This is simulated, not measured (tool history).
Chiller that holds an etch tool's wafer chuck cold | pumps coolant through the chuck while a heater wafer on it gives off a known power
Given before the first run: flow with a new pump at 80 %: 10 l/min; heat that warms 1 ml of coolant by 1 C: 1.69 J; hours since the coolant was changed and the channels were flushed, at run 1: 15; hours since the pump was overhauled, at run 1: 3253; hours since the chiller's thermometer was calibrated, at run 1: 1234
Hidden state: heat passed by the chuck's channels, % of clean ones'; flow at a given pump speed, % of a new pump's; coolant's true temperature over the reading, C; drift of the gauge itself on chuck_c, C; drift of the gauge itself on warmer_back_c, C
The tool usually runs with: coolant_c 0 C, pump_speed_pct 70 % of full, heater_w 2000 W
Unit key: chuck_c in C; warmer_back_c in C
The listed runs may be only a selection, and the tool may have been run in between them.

| run | hour | coolant_c | pump_speed_pct | heater_w | hours since the coolant was changed and the channels were flushed | hours since the pump was overhauled | hours since the chiller's thermometer was calibrated | chuck_c | warmer_back_c |
|---|---|---|---|---|---|---|---|---|---|
| 1 | 0.0 | 0 | 70 | 2000 | 15 | 3253 | 1234 | 15.7 | 8.44 |
| 2 | 94.5 | 0 | 70 | 2000 | 109 | 3347 | 1329 | 15.6 | 8.36 |
| 3 | 160.3 | 0 | 70 | 1166 | 175 | 3413 | 1395 | 9.3 | 4.99 |
| 4 | 254.6 | -6 | 70 | 2000 | 269 | 3507 | 1489 | 9.7 | 8.47 |
| 5 | 337.2 | -6 | 70 | 2000 | 352 | 3590 | 1571 | 10.0 | 8.47 |
| 6 | 392.4 | -6 | 97 | 2000 | 407 | 3645 | 1627 | 6.8 | 5.98 |
| 7 | 464.1 | 0 | 70 | 2000 | 479 | 3717 | 1698 | 15.8 | 8.45 |
| 8 | 515.2 | 7 | 70 | 2000 | 530 | 3768 | 1750 | 22.8 | 8.46 |
| 9 | 583.8 | 7 | 70 | 2000 | 598 | 3836 | 1818 | 22.9 | 8.36 |
| 10 | 663.0 | 0 | 70 | 2000 | 678 | 3916 | 1897 | 16.0 | 8.49 |
| 11 | 740.4 | 0 | 70 | 2000 | 755 | 3993 | 1975 | 16.0 | 8.50 |
| 12 | 797.0 | 0 | 82 | 2000 | 812 | 4050 | 2031 | 14.3 | 7.17 |
| 13 | 897.1 | 0 | 90 | 2000 | 912 | 4150 | 2131 | 13.6 | 6.47 |
| 14 | 964.8 | -10 | 70 | 2000 | 979 | 4217 | 2199 | 6.0 | 8.47 |
| 15 | 1044.9 | 8 | 98 | 2000 | 1059 | 4297 | 2279 | 20.9 | 5.95 |
| 16 | 1141.7 | -6 | 98 | 1130 | 1156 | 4394 | 2376 | 1.4 | 3.37 |
| 17 | 1196.1 | -6 | 98 | 1130 | 1211 | 4449 | 2430 | 1.4 | 3.37 |
| 18 | 1256.8 | -6 | 63 | 2733 | 1271 | 4509 | 2491 | 17.8 | 13.03 |
| 19 | 1338.2 | 0 | 81 | 1459 | 1353 | 4591 | 2573 | 10.9 | 5.29 |
| 20 | 1436.3 | -7 | 64 | 2000 | 1451 | 4689 | 2671 | 10.2 | 9.38 |
| 21 | 1535.9 | -9 | 70 | 1042 | 1550 | 4788 | 2770 | -0.3 | 4.46 |
| 22 | 1629.9 | 1 | 70 | 2913 | 1644 | 4882 | 2864 | 24.7 | 12.36 |
| 23 | 1730.2 | 1 | 70 | 2913 | 1745 | 4983 | 2965 | 24.7 | 12.35 |
| 24 | 1774.9 | 0 | 95 | 1300 | 1789 | 5027 | 3009 | 8.9 | 4.06 |
| 25 | 1877.0 | -4 | 93 | 1134 | 1892 | 5130 | 3111 | 4.1 | 3.65 |
| 26 | 1972.0 | 0 | 94 | 2880 | 1987 | 5225 | 3206 | 19.4 | 9.00 |
| 27 | 2066.3 | -5 | 70 | 2000 | 2081 | 5319 | 3301 | 11.5 | 8.51 |

What if the next run were any one of these 4? Each begins from the tool's condition after run 27:
| A | 2130.4 | 10 | 70 | 2227 | 2145 | 5383 | 3365 | ? | ? |
| B | 2130.4 | 0 | 70 | 1358 | 2145 | 5383 | 3365 | ? | ? |
| C | 2130.4 | -3 | 70 | 1541 | 2145 | 5383 | 3365 | ? | ? |
| D | 2130.4 | -4 | 68 | 2000 | 2145 | 5383 | 3365 | ? | ? |

| run | chuck_c | warmer_back_c |
|---|---|---|
| A | 28.6 | 9.48 |
| B | 11.4 | 5.84 |
| C | 9.9 | 6.70 |
| D | 12.9 | 8.84 |
Stripped of hidden state, with their random variation kept, the same runs would have yielded:
| run | chuck_c | warmer_back_c |
|---|---|---|
| A | 26.9 | 9.02 |
| B | 10.3 | 5.56 |
| C | 8.7 | 6.38 |
| D | 11.4 | 8.41 |
